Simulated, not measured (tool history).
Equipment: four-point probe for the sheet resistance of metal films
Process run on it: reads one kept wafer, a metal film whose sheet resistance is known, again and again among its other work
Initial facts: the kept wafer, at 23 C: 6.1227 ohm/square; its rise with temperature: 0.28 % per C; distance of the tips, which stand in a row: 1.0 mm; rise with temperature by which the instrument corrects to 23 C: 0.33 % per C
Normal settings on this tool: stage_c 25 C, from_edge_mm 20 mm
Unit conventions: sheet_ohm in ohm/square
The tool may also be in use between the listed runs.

| run | hour | stage_c | from_edge_mm | sheet_ohm |
|---|---|---|---|---|
| 1 | 0 | 25 | 20 | 6.120887 |
| 2 | 15.5 | 25 | 20 | 6.116725 |
| 3 | 38.4 | 25 | 20 | 6.120944 |
| 4 | 58.1 | 25 | 20 | 6.120323 |
| 5 | 79.9 | 25 | 20 | 6.120814 |
| 6 | 97.8 | 25 | 20 | 6.119395 |
| 7 | 117.8 | 25 | 4 | 6.30998 |
| 8 | 141.1 | 25 | 4 | 6.311867 |
| 9 | 160.5 | 25 | 4 | 6.312211 |
| 10 | 180 | 25 | 4 | 6.31234 |
| 11 | 192.3 | 26 | 4 | 6.308334 |
| 12 | 207.9 | 20 | 3 | 6.476184 |
| 13 | 222.4 | 20 | 3 | 6.476105 |
|  | 225.1 | stage's thermometer calibrated |
| 14 | 241.9 | 20 | 5 | 6.259971 |
| 15 | 252.2 | 21 | 40 | 6.129989 |
| 16 | 266.7 | 21 | 40 | 6.129035 |
| 17 | 276.5 | 32 | 20 | 6.096466 |
| 18 | 297.3 | 21 | 14 | 6.143574 |
| 19 | 308.3 | 21 | 14 | 6.145866 |
| 20 | 321.3 | 29 | 6 | 6.190737 |

Difference, measured minus no-hidden-state, one row per run. Run-to-run variation is common to both terms; the gauge's own scatter need not be:
What the log doesn't record here: inner tips' distance over the nominal, %; tips' flats over new ones', %; wafer's true temperature over the reading, C; drift of the gauge itself on sheet_ohm, %.
| run | sheet_ohm |
|---|---|
| 1 | -0.00473 |
| 2 | -0.00458 |
| 3 | -0.004372 |
| 4 | -0.004187 |
| 5 | -0.003992 |
| 6 | -0.003815 |
| 7 | -0.003743 |
| 8 | -0.003524 |
| 9 | -0.003346 |
| 10 | -0.00315 |
| 11 | -0.003025 |
| 12 | -0.002946 |
| 13 | -0.002795 |
| 14 | -0.00268 |
| 15 | -0.002508 |
| 16 | -0.002365 |
| 17 | -0.002227 |
| 18 | -0.002081 |
| 19 | -0.001988 |
| 20 | -0.001855 |
